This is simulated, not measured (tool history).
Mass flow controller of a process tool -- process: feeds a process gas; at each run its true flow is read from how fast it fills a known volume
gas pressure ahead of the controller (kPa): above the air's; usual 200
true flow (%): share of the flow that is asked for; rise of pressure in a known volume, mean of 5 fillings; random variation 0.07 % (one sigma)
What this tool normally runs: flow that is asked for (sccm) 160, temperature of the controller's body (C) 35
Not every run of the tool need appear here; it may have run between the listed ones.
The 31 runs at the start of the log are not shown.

run    hour  flow that is asked for (sccm)  gas pressure ahead of the controller (kPa)  temperature of the controller's body (C)  true flow (%)
 32  6422.5                             83                                         161                                        34         100.34
 33  6679.6                             81                                         161                                        34         100.48
 34  6952.2                             81                                         170                                        36         100.20
 35  7075.7                             81                                         163                                        34         100.61
 36  7286.2                             84                                         237                                        39          99.75
 37  7555.6                             30                                         200                                        34         100.73
 38  7706.5                             30                                         200                                        34         100.93
 39  7848.4                            160                                         200                                        29         101.36
 40  8015.1                            160                                         200                                        29         101.26
 41  8168.1                             69                                         200                                        22         101.88
 42  8351.5                             69                                         200                                        22         101.98
 43  8491.8                             58                                         177                                        35         101.06
 44  8750.4                             58                                         177                                        35         101.27
 45  8870.0                             58                                         177                                        35         101.10
 46  8986.4                             58                                         177                                        35         101.34
 47  9260.9                             56                                         197                                        35         101.32
 48  9500.8                             47                                         239                                        32         101.44

Here are 4 independent what-if runs from the current tool condition. What would each one return?
  A  9650.2                             25                                         158                                        32              ?
  B  9650.2                            151                                         205                                        39              ?
  C  9650.2                             70                                         200                                        29              ?
  D  9650.2                             42                                         154                                        28              ?

run  true flow (%)
  A         102.49
  B         101.00
  C         102.11
  D         102.44
With the hidden condition removed and each run's random variation left untouched, the same runs would have given:
run  true flow (%)
  A          99.14
  B          98.39
  C          99.33
  D          99.45
